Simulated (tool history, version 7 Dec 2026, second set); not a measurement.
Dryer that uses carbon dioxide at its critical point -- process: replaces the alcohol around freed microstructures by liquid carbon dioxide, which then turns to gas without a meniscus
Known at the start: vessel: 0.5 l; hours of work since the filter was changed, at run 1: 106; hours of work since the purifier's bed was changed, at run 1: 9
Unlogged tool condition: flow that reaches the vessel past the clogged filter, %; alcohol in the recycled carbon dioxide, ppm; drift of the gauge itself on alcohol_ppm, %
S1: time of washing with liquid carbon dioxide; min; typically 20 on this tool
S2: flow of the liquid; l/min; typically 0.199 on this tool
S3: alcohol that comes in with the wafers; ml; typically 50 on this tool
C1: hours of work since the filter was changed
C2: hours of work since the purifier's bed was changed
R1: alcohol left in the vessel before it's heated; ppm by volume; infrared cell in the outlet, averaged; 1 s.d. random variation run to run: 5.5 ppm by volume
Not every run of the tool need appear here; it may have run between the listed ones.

run 1 hour=0.0 | S1=20 S2=0.199 S3=50 | C1=106 C2=9 | R1=166
run 2 hour=4.9 | S1=20 S2=0.199 S3=50 | C1=109 C2=11 | R1=167
run 3 hour=10.1 | S1=20 S2=0.199 S3=50 | C1=111 C2=13 | R1=167
run 4 hour=20.3 | S1=20 S2=0.199 S3=50 | C1=116 C2=18 | R1=173
run 5 hour=25.6 | S1=20 S2=0.199 S3=50 | C1=118 C2=20 | R1=170
run 6 hour=31.8 | S1=20 S2=0.199 S3=50 | C1=121 C2=23 | R1=170
run 7 hour=42.3 | S1=20 S2=0.199 S3=50 | C1=126 C2=28 | R1=181
run 8 hour=52.7 | S1=20 S2=0.222 S3=50 | C1=131 C2=33 | R1=90
run 9 hour=60.0 | S1=17 S2=0.199 S3=50 | C1=134 C2=36 | R1=436
run 10 hour=67.3 | S1=20 S2=0.199 S3=50 | C1=137 C2=40 | R1=175
run 11 hour=76.1 | S1=20 S2=0.221 S3=50 | C1=141 C2=44 | R1=108
run 12 hour=81.2 | S1=20 S2=0.221 S3=50 | C1=144 C2=46 | R1=97
run 13 hour=89.9 | S1=13 S2=0.199 S3=50 | C1=148 C2=50 | R1=1540
run 14 hour=100.6 | S1=20 S2=0.199 S3=115 | C1=153 C2=55 | R1=387
run 15 hour=112.5 | S1=20 S2=0.199 S3=115 | C1=158 C2=60 | R1=382
run 16 hour=120.8 | S1=24 S2=0.159 S3=43 | C1=162 C2=64 | R1=189
run 17 hour=126.5 | S1=30 S2=0.181 S3=77 | C1=165 C2=67 | R1=35
run 18 hour=133.4 | S1=18 S2=0.179 S3=77 | C1=168 C2=70 | R1=875
run 19 hour=143.0 | S1=17 S2=0.199 S3=97 | C1=172 C2=74 | R1=863
run 20 hour=154.8 | S1=13 S2=0.208 S3=59 | C1=178 C2=80 | R1=1572
run 21 hour=166.0 | S1=13 S2=0.208 S3=59 | C1=183 C2=85 | R1=1549
run 22 hour=175.0 | S1=13 S2=0.208 S3=59 | C1=187 C2=89 | R1=1615
run 23 hour=180.8 | S1=16 S2=0.199 S3=50 | C1=190 C2=92 | R1=637
run 24 hour=185.8 | S1=20 S2=0.199 S3=79 | C1=192 C2=94 | R1=288
run 25 hour=191.3 | S1=20 S2=0.199 S3=79 | C1=195 C2=97 | R1=299
run 26 hour=198.0 | S1=20 S2=0.199 S3=47 | C1=198 C2=100 | R1=183
run 27 hour=206.8 | S1=19 S2=0.194 S3=25 | C1=202 C2=104 | R1=160

Below are 5 alternative next runs, each starting from the tool's condition after run 27. Predict each:
run A hour=213.7 | S1=12 S2=0.199 S3=50 | C1=205 C2=107 | R1=?
run B hour=213.7 | S1=19 S2=0.194 S3=41 | C1=205 C2=107 | R1=?
run C hour=213.7 | S1=20 S2=0.133 S3=104 | C1=205 C2=107 | R1=?
run D hour=213.7 | S1=12 S2=0.134 S3=77 | C1=205 C2=107 | R1=?
run E hour=213.7 | S1=17 S2=0.236 S3=26 | C1=205 C2=107 | R1=?

run=A R1=2200
run=B R1=244
run=C R1=2669
run=D R1=11020
run=E R1=116
What these runs would have given with no unlogged condition in the tool:
run=A R1=2016
run=B R1=200
run=C R1=2423
run=D R1=10424
run=E R1=86
